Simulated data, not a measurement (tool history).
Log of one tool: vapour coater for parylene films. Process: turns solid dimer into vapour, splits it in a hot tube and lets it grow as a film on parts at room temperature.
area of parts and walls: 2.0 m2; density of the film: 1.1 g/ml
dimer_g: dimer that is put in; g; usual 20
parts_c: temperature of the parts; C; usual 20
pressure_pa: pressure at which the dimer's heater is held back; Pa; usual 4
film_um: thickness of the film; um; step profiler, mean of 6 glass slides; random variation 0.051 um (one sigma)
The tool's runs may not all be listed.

run   hour  dimer_g  parts_c  pressure_pa  film_um
  1      0       20       20            4     5.54
  2   16.9       20       20            4     5.52
  3   25.6       20       20            4     5.48
  4   36.3       23       20            4     6.37
  5   53.3       23       20         4.39     6.27
  6   73.4       23       20         4.39     6.14
  7   93.3       12       30         7.41     1.92
  8  109.8       13       21         7.43     3.03
  9  125.4       13       21         7.43     3.04
 10  141.8       13       21         7.43     3.03
 11  154.5       13       21         7.43     3.01

Forecast each of these 3 alternatives for the next run:
  A  167.5       14       12          6.9        ?
  B  167.5       13       19        11.34        ?
  C  167.5       12       22         10.7        ?

run  film_um
  A     4.76
  B     3.06
  C      2.5
Without the tool's hidden state the same runs would have given:
run  film_um
  A     5.17
  B     3.32
  C     2.71
